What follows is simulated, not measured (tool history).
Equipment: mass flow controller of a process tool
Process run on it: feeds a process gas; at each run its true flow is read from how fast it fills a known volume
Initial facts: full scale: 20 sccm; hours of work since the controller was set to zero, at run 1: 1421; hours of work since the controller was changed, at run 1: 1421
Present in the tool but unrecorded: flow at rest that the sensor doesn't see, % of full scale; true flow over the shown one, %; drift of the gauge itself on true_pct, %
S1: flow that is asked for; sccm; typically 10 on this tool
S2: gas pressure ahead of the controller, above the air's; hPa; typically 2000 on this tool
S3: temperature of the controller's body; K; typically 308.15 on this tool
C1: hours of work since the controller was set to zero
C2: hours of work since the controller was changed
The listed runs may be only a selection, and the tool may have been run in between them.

Run 1, hour 0: usual settings; C1 1421; C2 1421. Result: true flow (%) 99.81.
Run 2, hour 106.1: usual settings; C1 1458; C2 1458. Result: true flow (%) 99.72.
Run 3, hour 194.1: usual settings; C1 1488; C2 1488. Result: true flow (%) 99.69.
Run 4, hour 274.3: usual settings but S1 6 sccm; C1 1515; C2 1515. Result: true flow (%) 99.68.
Run 5, hour 366: usual settings but S1 6 sccm; C1 1547; C2 1547. Result: true flow (%) 99.85.
Run 6, hour 417.9: usual settings; C1 1565; C2 1565. Result: true flow (%) 99.83.
Run 7, hour 501.3: usual settings; C1 1593; C2 1593. Result: true flow (%) 99.8.
Run 8, hour 585.9: usual settings; C1 1622; C2 1622. Result: true flow (%) 99.9.
Run 9, hour 682.6: usual settings but S2 1470 hPa; C1 1656; C2 1656. Result: true flow (%) 100.1.
Run 10, hour 740.1: usual settings but S2 1470 hPa; C1 1675; C2 1675. Result: true flow (%) 100.11.
Run 11, hour 834: usual settings but S2 1470 hPa, S3 298.15 K; C1 1708; C2 1708. Result: true flow (%) 99.34.
Run 12, hour 941.4: usual settings but S2 1470 hPa, S3 298.15 K; C1 1744; C2 1744. Result: true flow (%) 99.26.
Run 13, hour 1050.4: usual settings but S2 1470 hPa, S3 298.15 K; C1 1782; C2 1782. Result: true flow (%) 99.35.
At hour 1056.9: controller's zero set anew.
Run 14, hour 1098.5: usual settings but S2 1470 hPa, S3 298.15 K; C1 14; C2 1798. Result: true flow (%) 99.73.
Run 15, hour 1175: usual settings but S1 3 sccm, S2 2230 hPa, S3 293.15 K; C1 41; C2 1824. Result: true flow (%) 100.19.
Run 16, hour 1258.3: usual settings but S2 2130 hPa, S3 303.15 K; C1 69; C2 1853. Result: true flow (%) 99.87.
Run 17, hour 1303.4: usual settings but S1 13 sccm, S2 1580 hPa, S3 302.15 K; C1 85; C2 1868. Result: true flow (%) 100.08.
Run 18, hour 1372.1: usual settings but S1 3 sccm, S2 1700 hPa, S3 302.15 K; C1 108; C2 1892. Result: true flow (%) 101.31.
Run 19, hour 1482.2: usual settings but S3 304.15 K; C1 146; C2 1930. Result: true flow (%) 99.87.
Run 20, hour 1544: usual settings but S1 16 sccm, S3 299.15 K; C1 167; C2 1951. Result: true flow (%) 99.76.
At hour 1566.7: controller's zero set anew, once more.
Run 21, hour 1622.8: usual settings but S1 2 sccm, S2 1490 hPa, S3 310.15 K; C1 19; C2 1978. Result: true flow (%) 98.84.
Run 22, hour 1669.9: usual settings but S1 3 sccm, S2 2130 hPa; C1 35; C2 1994. Result: true flow (%) 98.41.
Run 23, hour 1760.3: usual settings but S1 3 sccm, S2 2130 hPa, S3 307.15 K; C1 66; C2 2025. Result: true flow (%) 98.36.
Run 24, hour 1860.6: usual settings but S1 3 sccm, S2 2130 hPa, S3 307.15 K; C1 101; C2 2059. Result: true flow (%) 98.52.
Run 25, hour 1954.1: usual settings but S1 3 sccm, S2 2130 hPa, S3 301.15 K; C1 133; C2 2092. Result: true flow (%) 97.97.
Run 26, hour 2040.3: usual settings but S1 4 sccm, S2 2350 hPa, S3 295.15 K; C1 163; C2 2121. Result: true flow (%) 97.56.
Run 27, hour 2107.4: usual settings but S1 4 sccm, S2 2350 hPa, S3 295.15 K; C1 186; C2 2144. Result: true flow (%) 97.54.

Results per run with the tool's hidden condition removed, run-to-run variation unchanged:
run  true flow (%)
  1          99.64
  2          99.54
  3          99.51
  4          99.16
  5          99.31
  6          99.63
  7           99.6
  8           99.7
  9           99.9
 10          99.91
 11          99.13
 12          99.05
 13          99.14
 14          99.23
 15          97.63
 16          99.36
 17          99.78
 18          98.69
 19          99.36
 20          99.59
 21          99.15
 22          98.74
 23          98.67
 24           98.8
 25          98.23
 26          97.84
 27          97.81
